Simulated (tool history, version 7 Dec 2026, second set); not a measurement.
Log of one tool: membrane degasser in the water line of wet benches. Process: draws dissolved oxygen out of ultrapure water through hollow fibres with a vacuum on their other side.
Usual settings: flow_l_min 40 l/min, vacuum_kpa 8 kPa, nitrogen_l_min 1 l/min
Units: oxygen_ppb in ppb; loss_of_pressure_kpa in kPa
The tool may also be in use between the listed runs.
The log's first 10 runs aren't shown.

run     day  flow_l_min  vacuum_kpa  nitrogen_l_min  oxygen_ppb  loss_of_pressure_kpa
 11  20.533          58           8               1       561.4                 84.47
 12  22.992          40           8               1       410.3                 58.27
 13  24.092          40           8               1       417.9                 58.31
 14  26.158          40           8               1       418.1                 58.34
 15  27.592          40           8               1       414.7                 58.47
 16  29.575          40           8               1       419.6                 58.45
 17  31.542          26       17.51             0.6      1143.3                 38.22
 18  34.038          50        8.35            1.33       432.5                 73.06
 19  35.775          42        8.35            0.94       475.5                 61.57
 20  37.567          46        8.35            2.34       249.7                 67.13
 21  38.808          53       14.38            2.06       628.7                 77.86
 22  40.821          39        6.34            2.97       116.7                 57.42
 23  43.204          32           8            0.57       535.8                 47.04
 24  45.512          32           8            0.57       542.6                 47.24
 25  47.633          32           8            0.57       533.1                 47.28
 26   49.85          32           8            0.57       538.9                 46.91
 27  52.362          32           8            0.57       538.6                 46.89
 28  54.458          33           8             1.5       257.3                 48.61
 29  56.525          33           8             1.5       261.5                 48.72
 30    58.1          30           8            2.67       144.8                  44.5
 31  60.017          40       13.94               1         843                 59.15
 32  61.979          40       13.94               1       840.1                 59.33

3 ways to go on from here, each from the tool as it stands after run 32. What would each give?
  A  64.521          60       16.43               1           ?                     ?
  B  64.521          51        8.35               1           ?                     ?
  C  64.521          40       10.43               1           ?                     ?

run  oxygen_ppb  loss_of_pressure_kpa
  A      1331.7                 89.13
  B       539.6                 75.41
  C       599.4                  59.2
Without the tool's hidden state the same runs would have given:
run  oxygen_ppb  loss_of_pressure_kpa
  A      1274.7                 84.27
  B       479.6                  71.3
  C       550.2                 55.96
